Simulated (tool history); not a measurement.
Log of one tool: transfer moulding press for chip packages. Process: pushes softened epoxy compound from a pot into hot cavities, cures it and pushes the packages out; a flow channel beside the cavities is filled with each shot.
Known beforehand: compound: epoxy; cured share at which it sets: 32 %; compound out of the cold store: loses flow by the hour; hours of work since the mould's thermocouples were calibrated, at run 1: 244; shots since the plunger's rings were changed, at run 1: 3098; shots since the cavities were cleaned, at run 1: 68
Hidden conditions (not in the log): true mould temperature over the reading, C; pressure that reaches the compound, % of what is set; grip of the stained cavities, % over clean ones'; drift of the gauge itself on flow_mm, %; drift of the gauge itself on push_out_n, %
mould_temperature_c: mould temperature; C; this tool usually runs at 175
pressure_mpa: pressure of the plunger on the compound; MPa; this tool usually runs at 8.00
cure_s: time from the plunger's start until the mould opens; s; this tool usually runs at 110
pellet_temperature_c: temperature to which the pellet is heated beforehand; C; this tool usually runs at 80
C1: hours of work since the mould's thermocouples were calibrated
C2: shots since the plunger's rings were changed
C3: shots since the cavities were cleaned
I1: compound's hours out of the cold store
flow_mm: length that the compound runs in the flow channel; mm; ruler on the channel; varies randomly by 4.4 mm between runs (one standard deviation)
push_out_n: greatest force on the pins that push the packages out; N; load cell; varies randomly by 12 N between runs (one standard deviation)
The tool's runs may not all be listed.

{"run": 1, "day": 0.0, "mould_temperature_c": 175, "pressure_mpa": 8.0, "cure_s": 110, "pellet_temperature_c": 80, "C1": 244, "C2": 3098, "C3": 68, "I1": 28.5, "flow_mm": 546, "push_out_n": 568}
{"run": 2, "day": 0.571, "mould_temperature_c": 176, "pressure_mpa": 8.0, "cure_s": 110, "pellet_temperature_c": 80, "C1": 250, "C2": 3202, "C3": 172, "I1": 20.4, "flow_mm": 559, "push_out_n": 554}
{"run": 3, "day": 1.062, "mould_temperature_c": 176, "pressure_mpa": 8.0, "cure_s": 110, "pellet_temperature_c": 80, "C1": 255, "C2": 3292, "C3": 262, "I1": 38.3, "flow_mm": 529, "push_out_n": 526}
{"run": 4, "day": 1.462, "mould_temperature_c": 175, "pressure_mpa": 8.0, "cure_s": 110, "pellet_temperature_c": 80, "C1": 259, "C2": 3365, "C3": 335, "I1": 41.0, "flow_mm": 526, "push_out_n": 534}
{"run": 5, "day": 1.971, "mould_temperature_c": 175, "pressure_mpa": 8.0, "cure_s": 110, "pellet_temperature_c": 80, "C1": 264, "C2": 3458, "C3": 428, "I1": 13.7, "flow_mm": 580, "push_out_n": 600}
{"run": 6, "day": 2.458, "mould_temperature_c": 175, "pressure_mpa": 8.0, "cure_s": 110, "pellet_temperature_c": 80, "C1": 269, "C2": 3547, "C3": 517, "I1": 37.2, "flow_mm": 522, "push_out_n": 561}
{"run": 7, "day": 2.892, "mould_temperature_c": 175, "pressure_mpa": 8.0, "cure_s": 110, "pellet_temperature_c": 80, "C1": 273, "C2": 3627, "C3": 597, "I1": 40.1, "flow_mm": 533, "push_out_n": 563}
{"day": 3.346, "done": "cavities cleaned with cleaning compound and waxed"}
{"run": 8, "day": 3.838, "mould_temperature_c": 175, "pressure_mpa": 8.0, "cure_s": 110, "pellet_temperature_c": 80, "C1": 282, "C2": 3789, "C3": 90, "I1": 17.1, "flow_mm": 570, "push_out_n": 577}
{"run": 9, "day": 4.45, "mould_temperature_c": 175, "pressure_mpa": 8.0, "cure_s": 149, "pellet_temperature_c": 80, "C1": 288, "C2": 3901, "C3": 202, "I1": 40.7, "flow_mm": 520, "push_out_n": 423}
{"run": 10, "day": 5.246, "mould_temperature_c": 175, "pressure_mpa": 8.0, "cure_s": 110, "pellet_temperature_c": 80, "C1": 296, "C2": 4046, "C3": 347, "I1": 29.1, "flow_mm": 539, "push_out_n": 581}
{"run": 11, "day": 5.733, "mould_temperature_c": 175, "pressure_mpa": 8.0, "cure_s": 110, "pellet_temperature_c": 78, "C1": 301, "C2": 4136, "C3": 437, "I1": 35.4, "flow_mm": 536, "push_out_n": 582}
{"day": 6.079, "done": "mould's thermocouples calibrated"}
{"run": 12, "day": 6.525, "mould_temperature_c": 175, "pressure_mpa": 8.0, "cure_s": 114, "pellet_temperature_c": 80, "C1": 4, "C2": 4265, "C3": 566, "I1": 29.8, "flow_mm": 548, "push_out_n": 535}
{"day": 7.183, "done": "cavities cleaned with cleaning compound and waxed"}
{"run": 13, "day": 7.467, "mould_temperature_c": 175, "pressure_mpa": 8.0, "cure_s": 91, "pellet_temperature_c": 80, "C1": 13, "C2": 4427, "C3": 52, "I1": 12.6, "flow_mm": 576, "push_out_n": 922}
{"run": 14, "day": 8.188, "mould_temperature_c": 175, "pressure_mpa": 8.0, "cure_s": 110, "pellet_temperature_c": 80, "C1": 20, "C2": 4559, "C3": 184, "I1": 19.7, "flow_mm": 573, "push_out_n": 576}
{"run": 15, "day": 9.058, "mould_temperature_c": 175, "pressure_mpa": 8.0, "cure_s": 110, "pellet_temperature_c": 80, "C1": 29, "C2": 4718, "C3": 343, "I1": 44.2, "flow_mm": 518, "push_out_n": 559}
{"run": 16, "day": 9.933, "mould_temperature_c": 175, "pressure_mpa": 8.38, "cure_s": 142, "pellet_temperature_c": 74, "C1": 38, "C2": 4878, "C3": 503, "I1": 37.1, "flow_mm": 547, "push_out_n": 431}
{"run": 17, "day": 10.6, "mould_temperature_c": 177, "pressure_mpa": 8.38, "cure_s": 142, "pellet_temperature_c": 74, "C1": 45, "C2": 5001, "C3": 626, "I1": 17.9, "flow_mm": 580, "push_out_n": 417}
{"day": 10.896, "done": "cavities cleaned with cleaning compound and waxed"}
{"run": 18, "day": 11.246, "mould_temperature_c": 177, "pressure_mpa": 8.38, "cure_s": 142, "pellet_temperature_c": 74, "C1": 50, "C2": 5107, "C3": 64, "I1": 25.0, "flow_mm": 557, "push_out_n": 423}
{"run": 19, "day": 11.912, "mould_temperature_c": 175, "pressure_mpa": 7.19, "cure_s": 110, "pellet_temperature_c": 78, "C1": 57, "C2": 5229, "C3": 186, "I1": 21.3, "flow_mm": 530, "push_out_n": 590}
{"run": 20, "day": 12.638, "mould_temperature_c": 177, "pressure_mpa": 7.19, "cure_s": 110, "pellet_temperature_c": 78, "C1": 64, "C2": 5362, "C3": 319, "I1": 15.1, "flow_mm": 533, "push_out_n": 526}
{"run": 21, "day": 13.233, "mould_temperature_c": 177, "pressure_mpa": 6.98, "cure_s": 96, "pellet_temperature_c": 83, "C1": 70, "C2": 5471, "C3": 428, "I1": 19.3, "flow_mm": 523, "push_out_n": 694}
{"run": 22, "day": 14.088, "mould_temperature_c": 177, "pressure_mpa": 7.9, "cure_s": 115, "pellet_temperature_c": 80, "C1": 79, "C2": 5627, "C3": 584, "I1": 41.4, "flow_mm": 512, "push_out_n": 493}
{"day": 14.642, "done": "cavities cleaned with cleaning compound and waxed"}
{"run": 23, "day": 14.733, "mould_temperature_c": 175, "pressure_mpa": 9.97, "cure_s": 107, "pellet_temperature_c": 80, "C1": 85, "C2": 5735, "C3": 18, "I1": 13.4, "flow_mm": 643, "push_out_n": 647}
{"run": 24, "day": 15.158, "mould_temperature_c": 175, "pressure_mpa": 9.97, "cure_s": 107, "pellet_temperature_c": 80, "C1": 89, "C2": 5812, "C3": 95, "I1": 31.7, "flow_mm": 601, "push_out_n": 596}
{"run": 25, "day": 15.988, "mould_temperature_c": 175, "pressure_mpa": 9.97, "cure_s": 107, "pellet_temperature_c": 80, "C1": 97, "C2": 5964, "C3": 247, "I1": 25.1, "flow_mm": 621, "push_out_n": 609}
{"run": 26, "day": 16.808, "mould_temperature_c": 175, "pressure_mpa": 9.97, "cure_s": 107, "pellet_temperature_c": 80, "C1": 105, "C2": 6114, "C3": 397, "I1": 22.3, "flow_mm": 621, "push_out_n": 594}
{"run": 27, "day": 17.517, "mould_temperature_c": 177, "pressure_mpa": 7.2, "cure_s": 107, "pellet_temperature_c": 80, "C1": 112, "C2": 6244, "C3": 527, "I1": 25.6, "flow_mm": 519, "push_out_n": 523}
{"run": 28, "day": 17.962, "mould_temperature_c": 177, "pressure_mpa": 7.2, "cure_s": 107, "pellet_temperature_c": 76, "C1": 117, "C2": 6326, "C3": 609, "I1": 20.4, "flow_mm": 534, "push_out_n": 555}
{"day": 18.354, "done": "cavities cleaned with cleaning compound and waxed"}
{"run": 29, "day": 18.929, "mould_temperature_c": 177, "pressure_mpa": 7.2, "cure_s": 107, "pellet_temperature_c": 76, "C1": 126, "C2": 6492, "C3": 106, "I1": 21.0, "flow_mm": 527, "push_out_n": 559}

Take each entry between the runs: how does the hidden state at the last listed run before it differ from the hidden state at the first listed run after it?
Between runs 7 and 8: cavities cleaned with cleaning compound and waxed (day 3.346)
  grip of the stained cavities, % over clean ones': 0.6 -> 0.2
Between runs 11 and 12: mould's thermocouples calibrated (day 6.079)
  grip of the stained cavities, % over clean ones': 0.5 -> 0.6
Between runs 12 and 13: cavities cleaned with cleaning compound and waxed (day 7.183)
  pressure that reaches the compound, % of what is set: 99.88 -> 99.87; grip of the stained cavities, % over clean ones': 0.6 -> 0.1
Between runs 17 and 18: cavities cleaned with cleaning compound and waxed (day 10.896)
  grip of the stained cavities, % over clean ones': 0.7 -> 0.1
Between runs 22 and 23: cavities cleaned with cleaning compound and waxed (day 14.642)
  grip of the stained cavities, % over clean ones': 0.6 -> 0
Between runs 28 and 29: cavities cleaned with cleaning compound and waxed (day 18.354)
  grip of the stained cavities, % over clean ones': 0.7 -> 0.2
